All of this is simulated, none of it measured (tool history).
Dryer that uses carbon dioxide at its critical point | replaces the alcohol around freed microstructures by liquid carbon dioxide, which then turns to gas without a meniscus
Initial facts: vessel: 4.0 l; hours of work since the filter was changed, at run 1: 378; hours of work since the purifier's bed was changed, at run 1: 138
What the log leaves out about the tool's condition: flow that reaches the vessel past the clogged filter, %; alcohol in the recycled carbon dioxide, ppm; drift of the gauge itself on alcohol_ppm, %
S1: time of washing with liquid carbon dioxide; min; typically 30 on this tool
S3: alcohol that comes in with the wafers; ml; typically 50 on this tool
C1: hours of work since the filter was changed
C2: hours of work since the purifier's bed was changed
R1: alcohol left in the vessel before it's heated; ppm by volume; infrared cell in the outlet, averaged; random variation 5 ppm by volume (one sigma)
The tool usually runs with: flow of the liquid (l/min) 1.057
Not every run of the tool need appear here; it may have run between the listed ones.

Run 1, day 0: usual settings; C1 378; C2 138. Result: R1 35 ppm by volume.
Run 2, day 0.317: usual settings; C1 380; C2 141. Result: R1 39 ppm by volume.
Run 3, day 0.692: usual settings but flow of the liquid (l/min) 0.7; C1 384; C2 145. Result: R1 169 ppm by volume.
Run 4, day 0.875: usual settings but flow of the liquid (l/min) 0.7; C1 386; C2 147. Result: R1 165 ppm by volume.
Run 5, day 1.129: usual settings but S3 28 ml; C1 388; C2 149. Result: R1 33 ppm by volume.
Run 6, day 1.454: usual settings but S3 45 ml; C1 391; C2 152. Result: R1 36 ppm by volume.
Run 7, day 1.875: usual settings but S3 45 ml; C1 395; C2 156. Result: R1 38 ppm by volume.
Run 8, day 2.275: usual settings but S3 45 ml; C1 399; C2 160. Result: R1 41 ppm by volume.
Run 9, day 2.604: usual settings; C1 402; C2 163. Result: R1 45 ppm by volume.
Run 10, day 2.962: usual settings; C1 405; C2 166. Result: R1 45 ppm by volume.
Run 11, day 3.35: usual settings; C1 409; C2 170. Result: R1 42 ppm by volume.
Run 12, day 3.633: usual settings but S1 33 min; C1 412; C2 173. Result: R1 38 ppm by volume.
Run 13, day 3.925: usual settings but S1 33 min; C1 415; C2 175. Result: R1 40 ppm by volume.
Run 14, day 4.321: usual settings but flow of the liquid (l/min) 1.58; C1 418; C2 179. Result: R1 42 ppm by volume.
Run 15, day 4.754: usual settings; C1 422; C2 183. Result: R1 52 ppm by volume.
Run 16, day 5.054: usual settings; C1 425; C2 186. Result: R1 49 ppm by volume.
Run 17, day 5.379: usual settings but flow of the liquid (l/min) 0.72, S3 95 ml; C1 428; C2 189. Result: R1 284 ppm by volume.
Run 18, day 5.696: usual settings but S1 24 min, flow of the liquid (l/min) 1.02, S3 79 ml; C1 431; C2 192. Result: R1 162 ppm by volume.
Run 19, day 6.104: usual settings but S1 27 min, flow of the liquid (l/min) 0.95, S3 48 ml; C1 435; C2 196. Result: R1 91 ppm by volume.
Run 20, day 6.296: usual settings but S1 27 min, flow of the liquid (l/min) 0.95, S3 48 ml; C1 437; C2 198. Result: R1 81 ppm by volume.
Run 21, day 6.65: usual settings but flow of the liquid (l/min) 1.01, S3 95 ml; C1 440; C2 201. Result: R1 70 ppm by volume.
Run 22, day 6.842: usual settings but flow of the liquid (l/min) 1.01, S3 95 ml; C1 442; C2 203. Result: R1 72 ppm by volume.
Run 23, day 7.071: usual settings but flow of the liquid (l/min) 1.01, S3 95 ml; C1 444; C2 205. Result: R1 78 ppm by volume.
Run 24, day 7.371: usual settings but S1 25 min, flow of the liquid (l/min) 1.23, S3 31 ml; C1 447; C2 208. Result: R1 47 ppm by volume.
Run 25, day 7.738: usual settings but S1 25 min, flow of the liquid (l/min) 1.23, S3 45 ml; C1 451; C2 211. Result: R1 54 ppm by volume.
Run 26, day 7.979: usual settings but S1 19 min, flow of the liquid (l/min) 1.27, S3 38 ml; C1 453; C2 214. Result: R1 111 ppm by volume.
Run 27, day 8.304: usual settings but S1 36 min, flow of the liquid (l/min) 1.67, S3 39 ml; C1 456; C2 217. Result: R1 33 ppm by volume.
Run 28, day 8.683: usual settings but S1 36 min, flow of the liquid (l/min) 1.67, S3 39 ml; C1 460; C2 220. Result: R1 32 ppm by volume.
Run 29, day 9.008: usual settings but S1 36 min, flow of the liquid (l/min) 1.67, S3 39 ml; C1 463; C2 223. Result: R1 39 ppm by volume.
Run 30, day 9.296: usual settings but S1 36 min, flow of the liquid (l/min) 1.67, S3 39 ml; C1 465; C2 226. Result: R1 39 ppm by volume.
Run 31, day 9.554: usual settings but S1 36 min, flow of the liquid (l/min) 1.64, S3 39 ml; C1 468; C2 229. Result: R1 37 ppm by volume.

Selected run-to-run steps in R1, each split into two signed amounts: the part the tool would show with no hidden state at all (from settings, incoming material and random variation), and the remainder, which goes to the hidden state together with any gauge scatter not common to the measured and the hidden-state-free results:
Run 2 -> 3: flow of the liquid (l/min) 1.057 -> 0.7. R1 +130 ppm by volume: hidden state +54, all else +76.
Run 4 -> 5: flow of the liquid (l/min) 0.7 -> 1.057, S3 50 -> 28. R1 -132 ppm by volume: hidden state -59, all else -73.
Run 16 -> 17: flow of the liquid (l/min) 1.057 -> 0.72, S3 50 -> 95. R1 +235 ppm by volume: hidden state +112, all else +123.
Run 17 -> 18: S1 30 -> 24, flow of the liquid (l/min) 0.72 -> 1.02, S3 95 -> 79. R1 -122 ppm by volume: hidden state -57, all else -65.
